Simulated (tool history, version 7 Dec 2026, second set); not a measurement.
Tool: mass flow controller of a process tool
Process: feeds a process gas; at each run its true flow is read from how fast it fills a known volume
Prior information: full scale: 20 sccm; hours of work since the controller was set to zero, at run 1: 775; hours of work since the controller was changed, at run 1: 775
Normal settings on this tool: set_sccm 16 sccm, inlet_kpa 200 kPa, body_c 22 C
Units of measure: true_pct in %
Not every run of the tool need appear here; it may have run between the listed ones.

run	hour	set_sccm	inlet_kpa	body_c	hours of work since the controller was set to zero	hours of work since the controller was changed	true_pct
1	0.0	16	200	22	775	775	99.29
2	111.4	16	200	22	824	824	99.50
3	182.0	3	200	22	854	854	97.63
4	270.1	3	200	22	893	893	97.60
5	431.0	3	200	22	963	963	97.78
6	588.0	9	200	22	1032	1032	98.75
7	717.4	9	200	22	1088	1088	98.73
8	837.6	16	200	22	1140	1140	99.88
9	953.7	16	200	22	1191	1191	100.16
10	1036.1	16	200	22	1227	1227	100.10
11	1198.1	16	200	22	1298	1298	100.23
12	1303.2	16	200	22	1343	1343	100.24
13	1446.2	17	200	22	1406	1406	100.53
14	1529.8	17	200	22	1442	1442	100.53
15	1659.8	17	200	22	1499	1499	100.69
16	1759.3	16	200	22	1542	1542	100.50
17	1845.7	16	165	22	1580	1580	100.82
18	1976.2	16	246	22	1637	1637	100.62
19	2103.4	5	200	22	1693	1693	99.21
20	2223.1	5	200	22	1745	1745	99.49
21	2321.1	5	200	22	1787	1787	99.37
22	2441.2	5	200	22	1840	1840	99.45
23	2507.6	5	200	22	1869	1869	99.55
24	2603.8	3	200	22	1911	1911	99.32
25	2741.8	7	200	34	1971	1971	100.44
26	2843.3	11	250	22	2015	2015	100.54
27	2960.6	2	200	33	2066	2066	99.75
28	3063.1	2	200	33	2111	2111	100.02
29	3156.3	16	150	29	2152	2152	101.85
30	3317.7	3	200	33	2222	2222	100.28
31	3401.3	3	200	33	2259	2259	100.24
32	3528.2	9	200	32	2314	2314	101.31
33	3633.5	2	266	30	2360	2360	100.02
34	3711.2	4	203	29	2394	2394	100.49
35	3852.3	16	240	24	2455	2455	101.98
# hour 3874.5: gauge calibrated
36	4000.0	16	180	23	2520	2520	99.70
37	4127.1	16	180	23	2575	2575	99.59
38	4197.3	16	180	23	2606	2606	99.65

What if the next run were any one of these 4? Each begins from the tool's condition after run 38:
A	4325.4	4	247	22	2662	2662	?
B	4325.4	6	248	22	2662	2662	?
C	4325.4	16	235	23	2662	2662	?
D	4325.4	13	143	26	2662	2662	?

run	true_pct
A	97.90
B	98.23
C	99.62
D	99.53
The same runs, with their run-to-run variation unchanged, on a tool lacking any hidden condition would have given:
run	true_pct
A	97.60
B	97.92
C	99.30
D	99.20
